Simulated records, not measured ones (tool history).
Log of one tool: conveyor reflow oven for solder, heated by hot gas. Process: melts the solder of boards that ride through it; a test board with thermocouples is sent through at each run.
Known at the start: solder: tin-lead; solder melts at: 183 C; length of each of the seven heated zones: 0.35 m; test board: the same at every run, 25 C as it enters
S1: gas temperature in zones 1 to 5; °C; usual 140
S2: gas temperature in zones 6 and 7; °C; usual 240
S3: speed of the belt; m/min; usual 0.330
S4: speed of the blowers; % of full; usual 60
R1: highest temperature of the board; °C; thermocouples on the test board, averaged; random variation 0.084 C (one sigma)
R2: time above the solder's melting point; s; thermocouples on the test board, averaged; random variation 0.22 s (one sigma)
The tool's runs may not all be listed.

run,hour,S1,S2,S3,S4,R1,R2
1,0.0,140,240,0.330,60,222.82,104.7
2,14.3,140,240,0.330,60,222.78,104.7
3,29.9,140,240,0.330,60,222.91,104.9
4,39.4,140,240,0.330,60,222.75,104.9
5,57.8,140,240,0.330,52,219.90,100.8
6,79.4,140,240,0.330,52,219.80,100.5
7,93.4,140,240,0.330,60,222.75,104.9
8,103.2,140,240,0.330,60,222.54,104.9
9,114.8,140,240,0.330,60,222.72,104.8
10,138.2,140,240,0.330,60,222.54,104.3
11,155.7,140,240,0.290,60,226.65,124.8
12,167.9,140,240,0.290,60,226.74,124.5
13,180.6,140,240,0.290,60,226.72,125.0
14,193.2,140,240,0.281,60,227.67,130.4
15,212.9,140,240,0.281,60,227.45,129.9
16,236.3,140,238,0.307,60,222.86,113.7
17,255.5,128,231,0.348,60,210.29,76.1
18,277.6,140,251,0.330,75,236.48,118.7
19,289.4,127,251,0.330,53,226.50,101.6
20,305.8,138,252,0.364,53,225.51,95.8
21,315.6,140,247,0.330,60,228.31,110.6
22,337.9,127,244,0.330,60,223.26,98.1
23,356.6,151,249,0.330,77,236.31,124.9
24,375.2,140,251,0.375,69,229.77,98.8
25,392.7,140,236,0.395,79,217.91,82.2
26,406.7,140,236,0.395,79,217.91,82.1
27,429.6,141,246,0.330,60,227.50,110.6
28,441.7,141,246,0.330,60,227.42,110.7
29,462.4,141,246,0.330,60,227.35,110.4
30,475.9,140,240,0.330,85,228.04,111.5

The same runs without the tool's hidden state, with the same run-to-run variation:
The hidden state here: heat that the gas passes to the board, % of a clean oven's; belt's true speed, % of the reading; true gas temperature in zones 6 and 7 over the reading, C; drift of the gauge itself on peak_c, C; drift of the gauge itself on liquid_s, %.
run,R1,R2
1,222.06,102.1
2,222.05,102.1
3,222.21,102.3
4,222.07,102.3
5,219.18,98.1
6,219.12,97.8
7,222.18,102.4
8,221.99,102.4
9,222.20,102.3
10,222.07,101.9
11,226.15,121.9
12,226.26,121.7
13,226.26,122.1
14,227.21,127.4
15,227.03,127.0
16,222.53,111.2
17,210.12,74.5
18,236.48,116.3
19,226.24,99.2
20,225.34,93.7
21,228.20,108.3
22,223.28,96.2
23,236.42,122.3
24,230.13,97.1
25,218.44,81.3
26,218.47,81.2
27,227.62,108.3
28,227.57,108.5
29,227.54,108.2
30,228.54,109.7
